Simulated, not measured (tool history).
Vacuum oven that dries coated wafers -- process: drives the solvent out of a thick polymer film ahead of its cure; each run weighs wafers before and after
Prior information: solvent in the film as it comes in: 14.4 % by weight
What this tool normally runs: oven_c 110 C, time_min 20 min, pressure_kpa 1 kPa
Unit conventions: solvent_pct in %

run    hour  oven_c  time_min  pressure_kpa  solvent_pct
  1       0     110        20             1         1.24
  2    15.4     110        20             1         1.29
  3    40.8     110        20             1         1.25
  4    78.6     110        20             1         1.15
  5   101.3     110        20             1         1.22
  6   120.1     110        20             1         1.24
  7   143.9     104        20             1          2.4
  8   163.6     104        20             1          2.4
  9   200.7     104        20             1         2.46
 10   236.9     104        20             1         2.46
 11   261.8     110        20             1         1.31
 12   292.1     110        20             1         1.24
 13   319.5     110        20             1         1.26
 14   357.4     110        20             1         1.28
 15   377.7     124        20             1         0.29
 16     399     107        20             1         1.81
 17   427.2     107        20             1          1.8
 18     453     107        20             1         1.91
 19   483.8     109        20             1          1.5
 20   508.5     109        20             1         1.48
 21   527.6     109        20             1          1.5
 22   556.8     109        20             1         1.44
 23   578.4     110        20             1         1.31
 24   594.9     117        22          1.48         0.63
 25   610.6      99        18          3.22         5.09
      642.7  -- oven's thermocouples calibrated
 26   643.5     110        17             1          1.5
 27   680.8     110        17             1          1.6
 28   713.6     110        17             1         1.58
 29   743.5     110        17             1         1.59
 30   769.2     105        17          2.55         3.21
 31   806.7     108        14          0.69         2.51
 32   841.1     124        28          0.77         0.27
 33   861.3     124        17             4          0.9
 34   887.6     124        17             4         0.96
 35   923.5     105        31          0.61         0.92
 36     942     105        13          2.94         4.32
 37   964.3      97        20             1         4.25
 38  1001.6     122        20             1          0.4
 39  1037.9     110        18          2.28         1.89
 40  1060.9     110        18          2.28         1.87
 41  1090.4     110        18          2.28         1.87
 42  1128.3     112        18           1.3         1.23
 43  1153.8     108        21          0.51         1.35
 44  1188.2     108        21          0.67         1.34
 45  1209.2     108        21          0.67         1.33
 46  1245.2     122        20          1.23         0.43

3 options for the next run, each taken on its own from the tool as it stands now. Forecast them:
  A  1268.2     124        10             1            ?
  B  1268.2     123        25          0.69            ?
  C  1268.2     122        15          0.82            ?

run  solvent_pct
  A         0.81
  B         0.27
  C         0.48
Stripped of hidden state, with their random variation kept, the same runs would have yielded:
run  solvent_pct
  A         0.71
  B         0.19
  C         0.38
